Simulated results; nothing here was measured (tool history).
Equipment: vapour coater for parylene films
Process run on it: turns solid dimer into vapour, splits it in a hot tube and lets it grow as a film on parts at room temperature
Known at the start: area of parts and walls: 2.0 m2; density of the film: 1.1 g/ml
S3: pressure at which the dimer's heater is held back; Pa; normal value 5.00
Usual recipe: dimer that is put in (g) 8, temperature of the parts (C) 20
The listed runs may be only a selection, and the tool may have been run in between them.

Run 1, day 0.000: usual settings. Result: thickness of the film (nm) 1870.
Run 2, day 0.733: usual settings but S3 5.58 Pa. Result: thickness of the film (nm) 1830.
Run 3, day 2.050: usual settings. Result: thickness of the film (nm) 1880.
Run 4, day 3.217: usual settings. Result: thickness of the film (nm) 1860.
Run 5, day 4.075: usual settings. Result: thickness of the film (nm) 1870.
Run 6, day 4.967: usual settings. Result: thickness of the film (nm) 1860.
Run 7, day 6.438: usual settings. Result: thickness of the film (nm) 1840.
Run 8, day 7.775: usual settings. Result: thickness of the film (nm) 1910.
Run 9, day 8.729: usual settings. Result: thickness of the film (nm) 1820.
Run 10, day 10.104: usual settings. Result: thickness of the film (nm) 1870.
Run 11, day 10.900: usual settings. Result: thickness of the film (nm) 1790.
Run 12, day 11.812: usual settings. Result: thickness of the film (nm) 1860.
Run 13, day 12.604: usual settings but temperature of the parts (C) 28. Result: thickness of the film (nm) 1410.
Run 14, day 13.904: usual settings but temperature of the parts (C) 28. Result: thickness of the film (nm) 1410.
Run 15, day 14.729: usual settings but temperature of the parts (C) 25. Result: thickness of the film (nm) 1580.
Run 16, day 15.838: usual settings but temperature of the parts (C) 28. Result: thickness of the film (nm) 1410.
Run 17, day 16.900: usual settings but dimer that is put in (g) 5, temperature of the parts (C) 16, S3 2.41 Pa. Result: thickness of the film (nm) 1540.
Run 18, day 17.829: usual settings but dimer that is put in (g) 5, temperature of the parts (C) 16, S3 2.41 Pa. Result: thickness of the film (nm) 1510.
Run 19, day 19.112: usual settings but dimer that is put in (g) 5, temperature of the parts (C) 16, S3 2.41 Pa. Result: thickness of the film (nm) 1520.
Run 20, day 20.167: usual settings but dimer that is put in (g) 5, temperature of the parts (C) 16, S3 2.41 Pa. Result: thickness of the film (nm) 1490.
Run 21, day 20.833: usual settings but dimer that is put in (g) 11, S3 2.74 Pa. Result: thickness of the film (nm) 2880.
Run 22, day 21.762: usual settings but dimer that is put in (g) 4, S3 4.20 Pa. Result: thickness of the film (nm) 990.
Run 23, day 23.183: usual settings but dimer that is put in (g) 4, S3 4.20 Pa. Result: thickness of the film (nm) 960.
Run 24, day 23.996: usual settings but dimer that is put in (g) 4, temperature of the parts (C) 12, S3 3.08 Pa. Result: thickness of the film (nm) 1330.
Run 25, day 25.146: usual settings but dimer that is put in (g) 6, temperature of the parts (C) 17, S3 3.39 Pa. Result: thickness of the film (nm) 1660.
Run 26, day 26.608: usual settings but dimer that is put in (g) 7, temperature of the parts (C) 21, S3 6.07 Pa. Result: thickness of the film (nm) 1550.
At day 27.592: trap's valve overhauled.
Run 27, day 28.146: usual settings but dimer that is put in (g) 4, temperature of the parts (C) 12, S3 8.38 Pa. Result: thickness of the film (nm) 1100.
Run 28, day 28.950: usual settings but dimer that is put in (g) 4, temperature of the parts (C) 12, S3 8.38 Pa. Result: thickness of the film (nm) 1110.
Run 29, day 29.925: usual settings but S3 3.32 Pa. Result: thickness of the film (nm) 2000.
Run 30, day 30.975: usual settings but temperature of the parts (C) 17, S3 11.14 Pa. Result: thickness of the film (nm) 1780.

Below are 3 alternative next runs, each starting from the tool's condition after run 30. Predict each:
Run A, day 32.138: usual settings but temperature of the parts (C) 16, S3 11.14 Pa. Result: thickness of the film (nm) ?.
Run B, day 32.138: usual settings but dimer that is put in (g) 10, temperature of the parts (C) 13, S3 10.52 Pa. Result: thickness of the film (nm) ?.
Run C, day 32.138: usual settings but temperature of the parts (C) 30, S3 7.89 Pa. Result: thickness of the film (nm) ?.

run  thickness of the film (nm)
  A                        1840
  B                        2590
  C                        1250
Without the tool's unlogged condition, the same runs would have read:
run  thickness of the film (nm)
  A                        1850
  B                        2590
  C                        1250

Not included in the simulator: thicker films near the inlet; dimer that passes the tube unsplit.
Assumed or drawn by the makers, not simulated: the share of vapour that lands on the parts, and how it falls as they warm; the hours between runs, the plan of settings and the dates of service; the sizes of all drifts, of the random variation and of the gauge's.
